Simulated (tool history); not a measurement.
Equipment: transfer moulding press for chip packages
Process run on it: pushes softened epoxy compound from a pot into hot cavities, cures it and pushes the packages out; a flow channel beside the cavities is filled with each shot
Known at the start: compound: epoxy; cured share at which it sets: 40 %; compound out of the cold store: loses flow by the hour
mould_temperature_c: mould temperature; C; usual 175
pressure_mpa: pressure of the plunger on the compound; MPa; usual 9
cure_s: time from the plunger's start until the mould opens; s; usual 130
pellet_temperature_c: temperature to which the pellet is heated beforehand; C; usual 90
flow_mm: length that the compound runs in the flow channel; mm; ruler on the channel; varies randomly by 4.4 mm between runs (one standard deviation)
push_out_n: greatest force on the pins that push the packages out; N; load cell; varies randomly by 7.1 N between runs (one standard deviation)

run,hour,mould_temperature_c,pressure_mpa,cure_s,pellet_temperature_c,incoming compound's hours out of the cold store,flow_mm,push_out_n
1,0,175,9,130,90,34.4,653,427
# hour 24.4: cavities cleaned with cleaning compound and waxed
2,46.7,175,9,130,90,42,642,357
3,87.3,175,7.59,130,90,30.9,599,429
# hour 112.4: plunger's sealing rings changed
# hour 122.4: cavities cleaned with cleaning compound and waxed
4,136.9,175,7.59,130,90,11.3,683,360
5,180.9,175,9,130,90,15.8,722,425
# hour 216.8: cavities cleaned with cleaning compound and waxed
6,224.1,175,9,130,90,39.9,654,340
7,272.7,175,9,130,90,18.7,697,410
8,301.8,175,9,130,90,8.3,731,463
# hour 309.6: cavities cleaned with cleaning compound and waxed
9,354.5,175,9,130,90,18.2,702,419
# hour 375.1: mould's thermocouples calibrated
# hour 407.8: cavities cleaned with cleaning compound and waxed
10,407.8,175,9,130,90,12,701,296
11,437.2,175,9,130,90,27.3,661,386
12,474.4,181,9,130,90,31.3,623,402
# hour 482.3: plunger's sealing rings changed
# hour 504.1: cavities cleaned with cleaning compound and waxed
13,506.6,181,9,130,90,17,685,304
14,567.9,181,8.44,130,86,17.2,662,421
# hour 598.9: cavities cleaned with cleaning compound and waxed
15,601.5,181,8.44,130,86,36,626,284
16,635.4,175,9,134,81,38.3,663,374
17,684.8,175,7.61,121,98,41.6,600,461
# hour 694.4: cavities cleaned with cleaning compound and waxed
18,713.6,173,7.61,119,98,14.8,658,392
19,769.4,173,7.84,119,98,41.4,594,479
# hour 790.2: cavities cleaned with cleaning compound and waxed
20,827.4,173,7.84,119,98,26.5,628,446
# hour 850.8: plunger's sealing rings changed
# hour 885.3: cavities cleaned with cleaning compound and waxed
21,887.5,173,7.84,119,98,34.7,633,361
22,940.4,177,6.98,163,85,37,579,396
# hour 978.4: cavities cleaned with cleaning compound and waxed
23,1005.2,175,9,130,97,16.7,701,379
24,1048.7,167,7.89,131,94,18.3,698,622
# hour 1075.3: cavities cleaned with cleaning compound and waxed
25,1086.2,167,7.89,131,94,34.6,647,473
26,1143,180,10.02,151,88,38,658,400

Branching from run 26: 5 alternative next runs. What would each branch give?
# hour 1170.4: cavities cleaned with cleaning compound and waxed
A,1188.5,175,7.67,130,90,15.6,?,?
# hour 1170.4: cavities cleaned with cleaning compound and waxed
B,1188.5,175,8.27,130,90,23.6,?,?
# hour 1170.4: cavities cleaned with cleaning compound and waxed
C,1188.5,169,9,130,100,8.6,?,?
# hour 1170.4: cavities cleaned with cleaning compound and waxed
D,1188.5,168,10.02,151,86,31,?,?
# hour 1170.4: cavities cleaned with cleaning compound and waxed
E,1188.5,175,7.18,151,86,42.5,?,?

run,flow_mm,push_out_n
A,633,364
B,643,360
C,739,486
D,721,405
E,557,341
With no hidden state in the tool, these same runs would have given:
run,flow_mm,push_out_n
A,666,295
B,675,291
C,776,381
D,757,322
E,586,277

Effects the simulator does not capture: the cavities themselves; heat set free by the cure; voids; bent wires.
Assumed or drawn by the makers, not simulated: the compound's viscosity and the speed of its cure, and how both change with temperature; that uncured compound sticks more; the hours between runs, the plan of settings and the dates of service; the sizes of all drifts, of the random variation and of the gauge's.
